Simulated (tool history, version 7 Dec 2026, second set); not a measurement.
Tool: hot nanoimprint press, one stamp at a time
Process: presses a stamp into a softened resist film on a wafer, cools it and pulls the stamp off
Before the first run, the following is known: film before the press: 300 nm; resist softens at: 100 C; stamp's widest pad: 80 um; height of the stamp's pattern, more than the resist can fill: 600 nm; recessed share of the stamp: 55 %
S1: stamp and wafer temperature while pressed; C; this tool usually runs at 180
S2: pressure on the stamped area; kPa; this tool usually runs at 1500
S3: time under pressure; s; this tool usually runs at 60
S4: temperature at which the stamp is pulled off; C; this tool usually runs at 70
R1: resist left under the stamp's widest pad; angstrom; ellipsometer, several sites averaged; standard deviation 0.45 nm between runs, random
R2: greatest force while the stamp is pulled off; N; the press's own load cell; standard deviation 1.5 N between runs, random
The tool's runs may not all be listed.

run 1 day=0 | S1=180 S2=1500 S3=60 S4=70 | R1=1771 R2=87
run 2 day=1.254 | S1=180 S2=1500 S3=60 S4=60 | R1=1772 R2=110
run 3 day=3.733 | S1=180 S2=1500 S3=60 S4=70 | R1=1753 R2=91
run 4 day=6.4 | S1=185 S2=1500 S3=60 S4=70 | R1=1587 R2=96
run 5 day=8.658 | S1=180 S2=1500 S3=60 S4=56 | R1=1747 R2=125
-- day=9.788 plate thermocouple calibrated
run 6 day=10.733 | S1=180 S2=1500 S3=60 S4=56 | R1=1819 R2=136
run 7 day=13.171 | S1=180 S2=1500 S3=60 S4=56 | R1=1803 R2=136
run 8 day=14.638 | S1=180 S2=1500 S3=60 S4=56 | R1=1806 R2=141
run 9 day=16.529 | S1=180 S2=1500 S3=60 S4=56 | R1=1805 R2=139
run 10 day=17.775 | S1=180 S2=1500 S3=60 S4=70 | R1=1804 R2=112
-- day=18.992 stamp cleaned and given a new release coat
run 11 day=19.925 | S1=180 S2=1500 S3=60 S4=70 | R1=1790 R2=91
run 12 day=21.146 | S1=180 S2=1500 S3=60 S4=70 | R1=1794 R2=90
-- day=22.012 press's hydraulic seals changed and the load cell set to zero
run 13 day=23.417 | S1=180 S2=1500 S3=60 S4=70 | R1=1769 R2=92
run 14 day=25.971 | S1=180 S2=1500 S3=60 S4=70 | R1=1758 R2=98
run 15 day=28.596 | S1=180 S2=1500 S3=60 S4=70 | R1=1754 R2=100
run 16 day=31.088 | S1=180 S2=1500 S3=60 S4=70 | R1=1747 R2=99
run 17 day=33.388 | S1=187 S2=1500 S3=60 S4=73 | R1=1514 R2=98
-- day=34.858 plate thermocouple calibrated
run 18 day=36.071 | S1=187 S2=1500 S3=60 S4=73 | R1=1563 R2=101
run 19 day=37.233 | S1=180 S2=1660 S3=87 S4=70 | R1=1537 R2=114
-- day=38.408 stamp cleaned and given a new release coat
run 20 day=39.138 | S1=180 S2=1050 S3=60 S4=67 | R1=2033 R2=96
run 21 day=41.946 | S1=171 S2=1480 S3=60 S4=60 | R1=2127 R2=114
run 22 day=43.171 | S1=191 S2=1500 S3=60 S4=70 | R1=1437 R2=95
run 23 day=45.758 | S1=191 S2=1820 S3=60 S4=66 | R1=1306 R2=106
run 24 day=48.429 | S1=174 S2=940 S3=65 S4=70 | R1=2245 R2=99
run 25 day=50.625 | S1=190 S2=1920 S3=60 S4=70 | R1=1297 R2=104
run 26 day=52.858 | S1=178 S2=1050 S3=56 S4=60 | R1=2111 R2=128
run 27 day=55.112 | S1=178 S2=1050 S3=56 S4=60 | R1=2101 R2=128

Run 28, settings as shown, results not yet in. Your forecast:
-- day=57.279 stamp cleaned and given a new release coat
run 28 day=57.279 | S1=183 S2=1670 S3=52 S4=60 | R1=? R2=?

Run 28 produced R1 1657 angstrom, R2 107 N.
With the hidden condition absent and the run-to-run variation left alone, this run would have shown R1 1697 angstrom, R2 110 N.
